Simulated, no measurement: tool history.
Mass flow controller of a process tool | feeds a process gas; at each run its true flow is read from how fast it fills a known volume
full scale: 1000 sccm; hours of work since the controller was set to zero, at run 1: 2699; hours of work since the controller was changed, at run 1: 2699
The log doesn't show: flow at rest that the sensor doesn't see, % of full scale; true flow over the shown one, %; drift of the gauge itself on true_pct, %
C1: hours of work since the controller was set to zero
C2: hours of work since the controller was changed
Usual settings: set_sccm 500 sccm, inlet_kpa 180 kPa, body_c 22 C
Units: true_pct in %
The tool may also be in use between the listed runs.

{"run": 1, "hour": 0.0, "set_sccm": 500, "inlet_kpa": 180, "body_c": 22, "C1": 2699, "C2": 2699, "true_pct": 99.84}
{"run": 2, "hour": 85.9, "set_sccm": 500, "inlet_kpa": 180, "body_c": 22, "C1": 2763, "C2": 2763, "true_pct": 99.92}
{"run": 3, "hour": 216.4, "set_sccm": 500, "inlet_kpa": 180, "body_c": 22, "C1": 2861, "C2": 2861, "true_pct": 100.01}
{"run": 4, "hour": 317.9, "set_sccm": 500, "inlet_kpa": 180, "body_c": 22, "C1": 2937, "C2": 2937, "true_pct": 100.06}
{"run": 5, "hour": 491.1, "set_sccm": 500, "inlet_kpa": 180, "body_c": 22, "C1": 3066, "C2": 3066, "true_pct": 100.06}
{"run": 6, "hour": 569.8, "set_sccm": 500, "inlet_kpa": 238, "body_c": 22, "C1": 3125, "C2": 3125, "true_pct": 100.32}
{"run": 7, "hour": 663.5, "set_sccm": 500, "inlet_kpa": 180, "body_c": 22, "C1": 3195, "C2": 3195, "true_pct": 100.07}
{"run": 8, "hour": 796.4, "set_sccm": 876, "inlet_kpa": 180, "body_c": 22, "C1": 3295, "C2": 3295, "true_pct": 100.97}
{"run": 9, "hour": 938.1, "set_sccm": 876, "inlet_kpa": 180, "body_c": 22, "C1": 3401, "C2": 3401, "true_pct": 101.06}
{"run": 10, "hour": 1024.4, "set_sccm": 794, "inlet_kpa": 215, "body_c": 22, "C1": 3465, "C2": 3465, "true_pct": 101.02}
{"run": 11, "hour": 1166.6, "set_sccm": 500, "inlet_kpa": 145, "body_c": 22, "C1": 3571, "C2": 3571, "true_pct": 100.27}
{"run": 12, "hour": 1291.5, "set_sccm": 500, "inlet_kpa": 207, "body_c": 37, "C1": 3665, "C2": 3665, "true_pct": 99.95}
{"run": 13, "hour": 1453.1, "set_sccm": 652, "inlet_kpa": 152, "body_c": 22, "C1": 3786, "C2": 3786, "true_pct": 100.59}
{"run": 14, "hour": 1565.5, "set_sccm": 392, "inlet_kpa": 254, "body_c": 24, "C1": 3870, "C2": 3870, "true_pct": 100.74}
{"run": 15, "hour": 1688.6, "set_sccm": 271, "inlet_kpa": 180, "body_c": 22, "C1": 3962, "C2": 3962, "true_pct": 100.98}

Forecast each of these 4 alternatives for the next run:
{"run": "A", "hour": 1784.6, "set_sccm": 105, "inlet_kpa": 180, "body_c": 22, "C1": 4033, "C2": 4033, "true_pct": "?"}
{"run": "B", "hour": 1784.6, "set_sccm": 107, "inlet_kpa": 170, "body_c": 33, "C1": 4033, "C2": 4033, "true_pct": "?"}
{"run": "C", "hour": 1784.6, "set_sccm": 226, "inlet_kpa": 180, "body_c": 22, "C1": 4033, "C2": 4033, "true_pct": "?"}
{"run": "D", "hour": 1784.6, "set_sccm": 816, "inlet_kpa": 277, "body_c": 36, "C1": 4033, "C2": 4033, "true_pct": "?"}

run=A true_pct=104.52
run=B true_pct=103.96
run=C true_pct=101.47
run=D true_pct=101.03
Without the tool's hidden state the same runs would have given:
run=A true_pct=97.16
run=B true_pct=96.73
run=C true_pct=97.55
run=D true_pct=99.27
